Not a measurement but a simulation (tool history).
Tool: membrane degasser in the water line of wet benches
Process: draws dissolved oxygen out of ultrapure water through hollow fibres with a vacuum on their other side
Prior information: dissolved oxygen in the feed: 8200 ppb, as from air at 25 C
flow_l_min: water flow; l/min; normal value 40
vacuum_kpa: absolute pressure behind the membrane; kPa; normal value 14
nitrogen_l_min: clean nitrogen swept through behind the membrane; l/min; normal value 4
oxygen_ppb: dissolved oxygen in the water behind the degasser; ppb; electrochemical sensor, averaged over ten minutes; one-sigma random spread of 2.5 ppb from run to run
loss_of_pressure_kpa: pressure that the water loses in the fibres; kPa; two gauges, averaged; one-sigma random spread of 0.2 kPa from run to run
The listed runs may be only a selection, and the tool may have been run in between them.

run   hour  flow_l_min  vacuum_kpa  nitrogen_l_min  oxygen_ppb  loss_of_pressure_kpa
  1      0          40          14               4         257                 43.72
  2   48.5          40          14               4       258.5                  43.7
  3   85.1          40          14               4       263.4                 43.86
  4  109.7          27          14               4       175.6                 30.02
  5  149.8          27          14               4       180.4                 29.76
  6  174.1          27          14               4       177.6                 29.49
  7  209.5          27          14               4       180.3                 29.76
  8    242          27          14               4       181.2                 29.59
  9  276.9          27          14               4       178.4                 29.53
 10  300.4          27        27.7               4       395.4                 29.46
 11  322.5          27        27.7               4       397.4                 29.09
 12  358.4          40          14            1.66       557.8                 43.74
 13  383.7          54         8.8               4       207.5                  59.1
 14  416.7          63        11.1            8.19         192                 68.97
 15  439.6          40        12.8               4       236.3                 44.12
 16  466.4          40        12.8               4       235.9                 43.52
 17  506.5          45        16.3             8.1       188.7                 49.25
 18  547.4          49        11.8            4.95       212.7                 54.22
 19    585          25        11.9            2.61       202.3                 27.47
 20  633.5          50          14            6.43       220.4                 54.77
 21  655.9          50          14            6.43       222.9                 54.64

Below are 5 alternative next runs, each starting from the tool's condition after run 21. Predict each:
  A   688          38          14            4.58           ?                     ?
  B   688          47        25.9            3.54           ?                     ?
  C   688          31        19.6            7.75           ?                     ?
  D   688          40           9               4           ?                     ?
  E   688          49        26.2            2.18           ?                     ?

run  oxygen_ppb  loss_of_pressure_kpa
  A       221.3                 41.55
  B       664.4                 51.61
  C       161.4                 34.17
  D       151.3                 43.79
  E      1038.3                 54.02
What these runs would have given with no unlogged condition in the tool:
run  oxygen_ppb  loss_of_pressure_kpa
  A       213.4                 40.79
  B       652.5                 50.67
  C       157.2                 33.54
  D       141.8                 42.99
  E      1021.7                 53.03
